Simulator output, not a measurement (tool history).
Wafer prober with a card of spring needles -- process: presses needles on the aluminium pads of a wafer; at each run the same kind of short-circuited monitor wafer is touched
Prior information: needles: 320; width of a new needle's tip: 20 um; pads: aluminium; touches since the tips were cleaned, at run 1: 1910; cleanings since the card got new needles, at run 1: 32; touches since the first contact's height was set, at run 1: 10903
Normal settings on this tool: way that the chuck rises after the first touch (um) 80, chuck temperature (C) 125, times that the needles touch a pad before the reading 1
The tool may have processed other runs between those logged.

run   hour  way that the chuck rises after the first touch (um)  chuck temperature (C)  times that the needles touch a pad before the reading  touches since the tips were cleaned  cleanings since the card got new needles  touches since the first contact's height was set  resistance of one needle with its contact and lead (mohm)  way that a needle slides on the pad (um)
  1    0.0                                                   80                    125                                                      1                                 1910                                        32                                             10903                                                        283                                     16.38
       7.1  -- tips cleaned on abrasive film
      22.0  -- tips cleaned on abrasive film
  2   24.1                                                   80                    125                                                      1                                  436                                        34                                             15869                                                        233                                     16.29
      37.7  -- tips cleaned on abrasive film
  3   44.7                                                   80                    125                                                      1                                 1459                                        35                                             20120                                                        273                                     16.10
      52.9  -- tips cleaned on abrasive film
      67.8  -- tips cleaned on abrasive film
  4   68.4                                                   80                    125                                                      1                                  137                                        37                                             24993                                                        231                                     16.05
      82.7  -- tips cleaned on abrasive film
  5   87.0                                                   80                    125                                                      1                                  880                                        38                                             28823                                                        252                                     16.15
      97.9  -- tips cleaned on abrasive film
  6  106.1                                                   80                    125                                                      1                                 1696                                        39                                             32772                                                        278                                     16.09
     113.3  -- tips cleaned on abrasive film
  7  125.1                                                   80                    125                                                      2                                 2467                                        40                                             36701                                                        269                                     16.03
     128.5  -- tips cleaned on abrasive film
  8  137.4                                                   80                    125                                                      2                                 1842                                        41                                             39218                                                        251                                     16.05
     143.2  -- tips cleaned on abrasive film
     158.5  -- tips cleaned on abrasive film
  9  162.1                                                   80                    125                                                      2                                  747                                        43                                             44297                                                        231                                     15.70
     173.4  -- tips cleaned on abrasive film
 10  178.7                                                   62                    125                                                      2                                 1103                                        44                                             47736                                                        277                                     12.17
     180.9  -- height of the first contact set anew
     189.1  -- tips cleaned on abrasive film
 11  189.6                                                   89                     55                                                      2                                   93                                        45                                              1782                                                        206                                     17.62
     204.6  -- tips cleaned on abrasive film
 12  204.6                                                   89                     55                                                      2                                    0                                        46                                              4887                                                        202                                     17.32
     219.4  -- tips cleaned on abrasive film
 13  222.4                                                   89                     55                                                      2                                  606                                        47                                              8545                                                        217                                     17.61
     235.8  -- tips cleaned on abrasive film
 14  244.6                                                   89                     47                                                      1                                 1834                                        48                                             13137                                                        258                                     17.50
     250.6  -- tips cleaned on abrasive film
     258.5  -- height of the first contact set anew, once more
 15  264.7                                                   89                    103                                                      1                                 2864                                        49                                              1283                                                        290                                     18.14
     265.9  -- tips cleaned on abrasive film
 16  279.4                                                   89                    103                                                      2                                 2809                                        50                                              4319                                                        257                                     18.29
     281.5  -- tips cleaned on abrasive film
 17  294.7                                                   89                    103                                                      2                                 2727                                        51                                              7464                                                        258                                     17.98
     296.2  -- tips cleaned on abrasive film
     311.6  -- tips cleaned on abrasive film
 18  315.1                                                   63                    125                                                      2                                  723                                        53                                             11658                                                        262                                     12.73

Alternative continuations, all from the tool just after run 18; predict every row:
  A  325.8                                                   67                     61                                                      2                                 2948                                        53                                             13883                                                          ?                                         ?
  B  325.8                                                   99                     69                                                      2                                 2948                                        53                                             13883                                                          ?                                         ?
  C  325.8                                                   63                    125                                                      2                                 2948                                        53                                             13883                                                          ?                                         ?

run  resistance of one needle with its contact and lead (mohm)  way that a needle slides on the pad (um)
  A                                                        295                                     13.45
  B                                                        244                                     20.05
  C                                                        312                                     12.79
What these runs would have given with no unlogged condition in the tool:
run  resistance of one needle with its contact and lead (mohm)  way that a needle slides on the pad (um)
  A                                                        204                                     13.54
  B                                                        200                                     20.15
  C                                                        219                                     12.89
